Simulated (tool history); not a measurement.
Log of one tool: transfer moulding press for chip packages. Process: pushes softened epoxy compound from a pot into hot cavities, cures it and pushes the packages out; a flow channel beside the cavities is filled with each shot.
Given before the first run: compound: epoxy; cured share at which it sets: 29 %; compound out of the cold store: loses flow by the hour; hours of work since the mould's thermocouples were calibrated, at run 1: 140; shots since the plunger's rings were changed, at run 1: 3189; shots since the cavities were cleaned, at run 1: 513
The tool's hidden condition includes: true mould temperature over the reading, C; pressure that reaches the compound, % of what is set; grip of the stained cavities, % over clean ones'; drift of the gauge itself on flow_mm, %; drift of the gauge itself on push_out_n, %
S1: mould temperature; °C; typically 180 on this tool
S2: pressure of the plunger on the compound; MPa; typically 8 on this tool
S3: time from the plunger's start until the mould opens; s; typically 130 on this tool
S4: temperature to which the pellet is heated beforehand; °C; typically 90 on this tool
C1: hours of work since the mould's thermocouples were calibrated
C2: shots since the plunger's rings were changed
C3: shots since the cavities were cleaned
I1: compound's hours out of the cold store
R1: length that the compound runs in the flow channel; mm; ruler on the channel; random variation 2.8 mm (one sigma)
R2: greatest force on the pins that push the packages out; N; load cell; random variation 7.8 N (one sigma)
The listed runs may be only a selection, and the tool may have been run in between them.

| run | hour | S1 | S2 | S3 | S4 | C1 | C2 | C3 | I1 | R1 | R2 |
|---|---|---|---|---|---|---|---|---|---|---|---|
| 1 | 0 | 180 | 8 | 130 | 90 | 140 | 3189 | 513 | 46.4 | 658 | 537 |
|  | 2.5 | cavities cleaned with cleaning compound and waxed |
| 2 | 11.5 | 177 | 8 | 130 | 90 | 148 | 3303 | 102 | 26.6 | 718 | 735 |
| 3 | 19.8 | 177 | 8 | 130 | 90 | 154 | 3397 | 196 | 8.4 | 763 | 785 |
| 4 | 28.1 | 180 | 8 | 130 | 90 | 160 | 3491 | 290 | 40.5 | 665 | 712 |
| 5 | 40.1 | 180 | 8.67 | 130 | 90 | 170 | 3628 | 427 | 13.1 | 762 | 731 |
|  | 49.9 | cavities cleaned with cleaning compound and waxed |
| 6 | 49.9 | 180 | 8.67 | 111 | 90 | 176 | 3722 | 0 | 47.3 | 678 | 367 |
|  | 53.5 | cavities cleaned with cleaning compound and waxed, once more |
| 7 | 63 | 180 | 8.67 | 111 | 90 | 185 | 3853 | 108 | 8.8 | 784 | 446 |
| 8 | 72 | 180 | 8.67 | 111 | 90 | 192 | 3956 | 211 | 44.9 | 676 | 512 |
| 9 | 80 | 180 | 8.67 | 111 | 90 | 198 | 4046 | 301 | 41.1 | 690 | 519 |
| 10 | 87.6 | 180 | 8 | 130 | 90 | 203 | 4132 | 387 | 30.1 | 683 | 511 |
| 11 | 92.8 | 180 | 8 | 130 | 90 | 207 | 4191 | 446 | 27.7 | 690 | 564 |
|  | 100.7 | cavities cleaned with cleaning compound and waxed |
| 12 | 106.3 | 180 | 8 | 130 | 93 | 217 | 4328 | 65 | 36.4 | 669 | 376 |
| 13 | 116.5 | 180 | 8 | 130 | 93 | 224 | 4443 | 180 | 9.2 | 735 | 438 |
| 14 | 124.7 | 180 | 8 | 130 | 93 | 230 | 4536 | 273 | 27.8 | 686 | 462 |
| 15 | 136.1 | 180 | 8 | 130 | 93 | 239 | 4666 | 403 | 16.7 | 717 | 504 |
| 16 | 141.4 | 180 | 8 | 130 | 92 | 243 | 4725 | 462 | 10.3 | 731 | 550 |
|  | 147.8 | cavities cleaned with cleaning compound and waxed |
| 17 | 147.8 | 180 | 8 | 130 | 92 | 247 | 4781 | 0 | 19.2 | 707 | 358 |
| 18 | 155.6 | 180 | 7.15 | 130 | 85 | 253 | 4869 | 88 | 12.6 | 686 | 394 |
| 19 | 161.8 | 180 | 8.99 | 130 | 85 | 258 | 4940 | 159 | 40.1 | 697 | 436 |
| 20 | 172 | 173 | 8.28 | 132 | 90 | 265 | 5056 | 275 | 14.6 | 764 | 613 |

Forecast run 21:
| 21 | 178.2 | 173 | 8.28 | 132 | 90 | 270 | 5126 | 345 | 44.9 | ? | ? |

R1: 677 mm
R2: 631 N
With the hidden condition absent and the run-to-run variation left alone, this run would have shown R1 718 mm, R2 418 N.
